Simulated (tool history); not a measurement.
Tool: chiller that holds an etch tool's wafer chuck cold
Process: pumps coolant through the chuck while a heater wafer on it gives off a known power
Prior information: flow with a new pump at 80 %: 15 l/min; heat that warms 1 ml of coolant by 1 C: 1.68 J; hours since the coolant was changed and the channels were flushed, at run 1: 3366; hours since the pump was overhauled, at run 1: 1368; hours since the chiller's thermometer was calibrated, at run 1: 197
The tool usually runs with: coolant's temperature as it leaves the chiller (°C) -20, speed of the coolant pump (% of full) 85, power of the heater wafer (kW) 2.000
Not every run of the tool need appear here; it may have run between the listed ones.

| run | day | coolant's temperature as it leaves the chiller (°C) | speed of the coolant pump (% of full) | power of the heater wafer (kW) | hours since the coolant was changed and the channels were flushed | hours since the pump was overhauled | hours since the chiller's thermometer was calibrated | chuck's temperature once it has settled (°C) | how much warmer the coolant comes back (C) |
|---|---|---|---|---|---|---|---|---|---|
| 1 | 0.000 | -20 | 85 | 2.000 | 3366 | 1368 | 197 | -7.8 | 4.44 |
| 2 | 0.825 | -20 | 85 | 2.067 | 3385 | 1388 | 217 | -7.4 | 4.63 |
| 3 | 2.079 | -20 | 85 | 2.727 | 3415 | 1418 | 247 | -3.4 | 5.98 |
| 4 | 3.054 | -20 | 85 | 2.727 | 3439 | 1441 | 270 | -3.6 | 6.07 |
| 5 | 4.504 | -20 | 85 | 1.635 | 3474 | 1476 | 305 | -9.9 | 3.61 |
| 6 | 5.892 | -20 | 85 | 1.635 | 3507 | 1510 | 338 | -10.1 | 3.57 |
| 7 | 6.812 | -20 | 85 | 1.635 | 3529 | 1532 | 360 | -10.0 | 3.53 |
| 8 | 7.646 | -20 | 85 | 1.635 | 3549 | 1552 | 380 | -10.0 | 3.60 |
| 9 | 8.654 | -20 | 85 | 1.635 | 3573 | 1576 | 405 | -10.1 | 3.53 |
| 10 | 9.946 | -20 | 85 | 2.000 | 3604 | 1607 | 436 | -8.0 | 4.36 |
| 11 | 11.196 | -20 | 85 | 2.000 | 3634 | 1637 | 466 | -7.7 | 4.35 |
| 12 | 12.125 | -20 | 85 | 2.000 | 3657 | 1659 | 488 | -7.8 | 4.33 |
| 13 | 13.700 | -20 | 85 | 2.000 | 3694 | 1697 | 526 | -7.9 | 4.35 |
| 14 | 14.746 | -20 | 85 | 2.000 | 3719 | 1722 | 551 | -7.8 | 4.26 |
| 15 | 16.221 | -20 | 85 | 2.000 | 3755 | 1757 | 586 | -7.9 | 4.31 |
| 16 | 17.192 | -20 | 85 | 2.000 | 3778 | 1781 | 609 | -7.7 | 4.21 |
| 17 | 18.775 | -20 | 85 | 2.000 | 3816 | 1819 | 647 | -7.9 | 4.27 |
| 18 | 20.004 | -24 | 76 | 1.470 | 3846 | 1848 | 677 | -14.0 | 3.53 |
| 19 | 21.146 | -22 | 76 | 2.547 | 3873 | 1876 | 704 | -4.8 | 6.16 |
| 20 | 22.483 | -22 | 76 | 2.547 | 3905 | 1908 | 736 | -4.7 | 6.13 |
| 21 | 23.188 | -22 | 76 | 2.547 | 3922 | 1925 | 753 | -4.7 | 6.21 |
| 22 | 24.438 | -22 | 64 | 1.203 | 3952 | 1955 | 783 | -12.5 | 3.41 |
| 23 | 25.400 | -24 | 85 | 2.000 | 3975 | 1978 | 806 | -11.9 | 4.13 |
| 24 | 26.642 | -24 | 85 | 2.000 | 4005 | 2008 | 836 | -11.8 | 4.17 |
|  | 27.738 | coolant changed, channels flushed |
| 25 | 28.475 | -24 | 85 | 1.863 | 18 | 2046 | 874 | -12.8 | 3.84 |
| 26 | 29.800 | -25 | 69 | 2.197 | 50 | 2077 | 906 | -8.7 | 5.77 |
| 27 | 30.488 | -25 | 68 | 2.827 | 66 | 2094 | 923 | -3.8 | 7.70 |
| 28 | 31.962 | -25 | 68 | 2.827 | 101 | 2129 | 958 | -3.8 | 7.63 |
| 29 | 33.183 | -20 | 68 | 2.000 | 131 | 2159 | 987 | -4.9 | 5.31 |
| 30 | 34.058 | -18 | 89 | 2.694 | 152 | 2180 | 1008 | -2.3 | 5.32 |
| 31 | 34.721 | -18 | 89 | 2.694 | 168 | 2195 | 1024 | -2.3 | 5.38 |

Each row is a separate what-if for the run after 31, all from the same tool condition, not one after another. Results?
| A | 35.525 | -18 | 67 | 2.694 | 187 | 2215 | 1043 | ? | ? |
| B | 35.525 | -19 | 89 | 2.694 | 187 | 2215 | 1043 | ? | ? |
| C | 35.525 | -18 | 80 | 2.694 | 187 | 2215 | 1043 | ? | ? |
| D | 35.525 | -15 | 88 | 1.061 | 187 | 2215 | 1043 | ? | ? |

| run | chuck's temperature once it has settled (°C) | how much warmer the coolant comes back (C) |
|---|---|---|
| A | 2.2 | 7.31 |
| B | -3.4 | 5.39 |
| C | -0.6 | 5.95 |
| D | -8.7 | 1.87 |
What these runs would have given with no unlogged condition in the tool:
| run | chuck's temperature once it has settled (°C) | how much warmer the coolant comes back (C) |
|---|---|---|
| A | 2.2 | 7.72 |
| B | -3.4 | 5.80 |
| C | -0.6 | 6.36 |
| D | -8.7 | 2.28 |
